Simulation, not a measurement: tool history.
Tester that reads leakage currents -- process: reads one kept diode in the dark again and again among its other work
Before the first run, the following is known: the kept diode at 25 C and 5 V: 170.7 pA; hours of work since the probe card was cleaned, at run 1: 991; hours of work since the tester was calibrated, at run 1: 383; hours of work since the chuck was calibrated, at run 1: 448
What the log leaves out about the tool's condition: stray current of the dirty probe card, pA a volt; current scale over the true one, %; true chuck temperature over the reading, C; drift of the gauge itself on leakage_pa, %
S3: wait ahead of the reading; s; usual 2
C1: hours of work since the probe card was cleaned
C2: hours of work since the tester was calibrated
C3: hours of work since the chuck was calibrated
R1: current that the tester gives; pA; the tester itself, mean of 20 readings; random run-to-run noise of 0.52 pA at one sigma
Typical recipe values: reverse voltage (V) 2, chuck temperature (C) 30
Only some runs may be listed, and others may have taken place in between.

{"run": 1, "hour": 0.0, "reverse voltage (V)": 2, "chuck temperature (C)": 30, "S3": 2, "C1": 991, "C2": 383, "C3": 448, "R1": 178.76}
{"run": 2, "hour": 112.3, "reverse voltage (V)": 2, "chuck temperature (C)": 30, "S3": 2, "C1": 1058, "C2": 449, "C3": 515, "R1": 179.41}
{"run": 3, "hour": 169.1, "reverse voltage (V)": 2, "chuck temperature (C)": 30, "S3": 2, "C1": 1091, "C2": 483, "C3": 548, "R1": 179.34}
{"run": 4, "hour": 245.3, "reverse voltage (V)": 3.66, "chuck temperature (C)": 30, "S3": 2, "C1": 1136, "C2": 528, "C3": 593, "R1": 241.33}
{"run": 5, "hour": 340.7, "reverse voltage (V)": 3.66, "chuck temperature (C)": 30, "S3": 2, "C1": 1192, "C2": 584, "C3": 649, "R1": 242.5}
{"run": 6, "hour": 404.5, "reverse voltage (V)": 2.31, "chuck temperature (C)": 30, "S3": 2, "C1": 1230, "C2": 621, "C3": 687, "R1": 195.39}
{"run": 7, "hour": 507.2, "reverse voltage (V)": 2.31, "chuck temperature (C)": 30, "S3": 2, "C1": 1290, "C2": 682, "C3": 747, "R1": 196.25}
{"run": 8, "hour": 573.1, "reverse voltage (V)": 2, "chuck temperature (C)": 40, "S3": 2, "C1": 1329, "C2": 721, "C3": 786, "R1": 422.64}
{"run": 9, "hour": 663.5, "reverse voltage (V)": 2, "chuck temperature (C)": 30, "S3": 0.59, "C1": 1383, "C2": 774, "C3": 839, "R1": 185.04}
{"run": 10, "hour": 727.2, "reverse voltage (V)": 2, "chuck temperature (C)": 30, "S3": 0.59, "C1": 1420, "C2": 812, "C3": 877, "R1": 185.12}
{"run": 11, "hour": 782.9, "reverse voltage (V)": 2, "chuck temperature (C)": 30, "S3": 2, "C1": 1453, "C2": 845, "C3": 910, "R1": 185.25}
{"hour": 833.2, "done": "probe card cleaned and baked"}
{"run": 12, "hour": 838.6, "reverse voltage (V)": 2, "chuck temperature (C)": 40, "S3": 2, "C1": 3, "C2": 876, "C3": 941, "R1": 429.01}
{"run": 13, "hour": 902.4, "reverse voltage (V)": 2, "chuck temperature (C)": 40, "S3": 2, "C1": 41, "C2": 913, "C3": 979, "R1": 428.75}
{"run": 14, "hour": 1014.7, "reverse voltage (V)": 2, "chuck temperature (C)": 40, "S3": 2, "C1": 107, "C2": 979, "C3": 1045, "R1": 431.05}
{"run": 15, "hour": 1065.2, "reverse voltage (V)": 2, "chuck temperature (C)": 26, "S3": 2, "C1": 137, "C2": 1009, "C3": 1075, "R1": 132.28}
{"run": 16, "hour": 1139.1, "reverse voltage (V)": 2, "chuck temperature (C)": 30, "S3": 2, "C1": 180, "C2": 1053, "C3": 1118, "R1": 187.76}
{"run": 17, "hour": 1227.5, "reverse voltage (V)": 2, "chuck temperature (C)": 30, "S3": 2, "C1": 233, "C2": 1105, "C3": 1170, "R1": 188.3}
{"hour": 1234.3, "done": "tester calibrated"}
{"run": 18, "hour": 1315.8, "reverse voltage (V)": 2, "chuck temperature (C)": 30, "S3": 2, "C1": 283, "C2": 48, "C3": 1221, "R1": 190.28}
{"run": 19, "hour": 1413.2, "reverse voltage (V)": 2, "chuck temperature (C)": 30, "S3": 2, "C1": 341, "C2": 105, "C3": 1279, "R1": 190.69}
{"run": 20, "hour": 1527.2, "reverse voltage (V)": 14.66, "chuck temperature (C)": 30, "S3": 2, "C1": 408, "C2": 173, "C3": 1346, "R1": 508.08}
{"hour": 1566.7, "done": "tester calibrated, once more"}
{"run": 21, "hour": 1641.9, "reverse voltage (V)": 7.7, "chuck temperature (C)": 38, "S3": 0.41, "C1": 474, "C2": 44, "C3": 1412, "R1": 724.05}
{"run": 22, "hour": 1717.0, "reverse voltage (V)": 11.38, "chuck temperature (C)": 30, "S3": 5.68, "C1": 519, "C2": 89, "C3": 1457, "R1": 450.12}
{"run": 23, "hour": 1806.3, "reverse voltage (V)": 3.4, "chuck temperature (C)": 29, "S3": 1.09, "C1": 571, "C2": 141, "C3": 1509, "R1": 231}
{"run": 24, "hour": 1859.3, "reverse voltage (V)": 9.61, "chuck temperature (C)": 29, "S3": 2.31, "C1": 603, "C2": 173, "C3": 1540, "R1": 381.12}
{"run": 25, "hour": 1928.7, "reverse voltage (V)": 2.98, "chuck temperature (C)": 32, "S3": 2.51, "C1": 644, "C2": 213, "C3": 1581, "R1": 282.26}
{"run": 26, "hour": 2009.7, "reverse voltage (V)": 2.98, "chuck temperature (C)": 32, "S3": 1.52, "C1": 691, "C2": 261, "C3": 1629, "R1": 282.59}
{"hour": 2117.6, "done": "chuck's temperature calibrated"}
{"run": 27, "hour": 2122.8, "reverse voltage (V)": 4.91, "chuck temperature (C)": 21, "S3": 6.33, "C1": 757, "C2": 327, "C3": 3, "R1": 119.77}
{"run": 28, "hour": 2197.6, "reverse voltage (V)": 4.91, "chuck temperature (C)": 21, "S3": 6.33, "C1": 801, "C2": 371, "C3": 47, "R1": 121.18}
{"run": 29, "hour": 2305.5, "reverse voltage (V)": 4.91, "chuck temperature (C)": 21, "S3": 6.33, "C1": 865, "C2": 434, "C3": 111, "R1": 121.19}
{"run": 30, "hour": 2385.4, "reverse voltage (V)": 10.44, "chuck temperature (C)": 46, "S3": 5.3, "C1": 912, "C2": 481, "C3": 158, "R1": 1471.03}
{"run": 31, "hour": 2447.7, "reverse voltage (V)": 10.44, "chuck temperature (C)": 46, "S3": 1.46, "C1": 948, "C2": 518, "C3": 195, "R1": 1476.24}
{"run": 32, "hour": 2522.4, "reverse voltage (V)": 10.44, "chuck temperature (C)": 46, "S3": 1.46, "C1": 992, "C2": 562, "C3": 239, "R1": 1473.38}
{"run": 33, "hour": 2606.8, "reverse voltage (V)": 2, "chuck temperature (C)": 26, "S3": 2, "C1": 1042, "C2": 612, "C3": 288, "R1": 126.36}
{"run": 34, "hour": 2676.1, "reverse voltage (V)": 2, "chuck temperature (C)": 57, "S3": 0.75, "C1": 1083, "C2": 653, "C3": 329, "R1": 1547.9}
{"run": 35, "hour": 2755.0, "reverse voltage (V)": 2.63, "chuck temperature (C)": 25, "S3": 1.25, "C1": 1130, "C2": 699, "C3": 376, "R1": 132.39}
{"run": 36, "hour": 2844.4, "reverse voltage (V)": 2.63, "chuck temperature (C)": 29, "S3": 1.25, "C1": 1182, "C2": 752, "C3": 429, "R1": 189.65}
{"run": 37, "hour": 2935.7, "reverse voltage (V)": 7.88, "chuck temperature (C)": 50, "S3": 2.89, "C1": 1236, "C2": 806, "C3": 482, "R1": 1787.12}
{"run": 38, "hour": 3021.4, "reverse voltage (V)": 7.88, "chuck temperature (C)": 50, "S3": 2.89, "C1": 1287, "C2": 856, "C3": 533, "R1": 1796.93}
{"run": 39, "hour": 3084.0, "reverse voltage (V)": 2, "chuck temperature (C)": 30, "S3": 2.23, "C1": 1324, "C2": 893, "C3": 570, "R1": 183.02}
{"run": 40, "hour": 3143.4, "reverse voltage (V)": 2, "chuck temperature (C)": 30, "S3": 2.23, "C1": 1359, "C2": 928, "C3": 605, "R1": 182.77}

Some steps in R1, run to run, broken into two amounts with sign: the step expected even without the hidden condition (settings, incoming material, random variation), and the rest, left for the hidden condition together with whatever gauge scatter is not in both the measured and the hidden-condition-free result:
Run 33 -> 34: chuck temperature (C) 26 -> 57, S3 2 -> 0.75. R1 +1421.54 pA: hidden state +47.7, all else +1373.84.
Run 36 -> 37: reverse voltage (V) 2.63 -> 7.88, chuck temperature (C) 29 -> 50, S3 1.25 -> 2.89. R1 +1597.47 pA: hidden state +76.51, all else +1520.96.
Run 38 -> 39: reverse voltage (V) 7.88 -> 2, chuck temperature (C) 50 -> 30, S3 2.89 -> 2.23. R1 -1613.91 pA: hidden state -82.48, all else -1531.43.
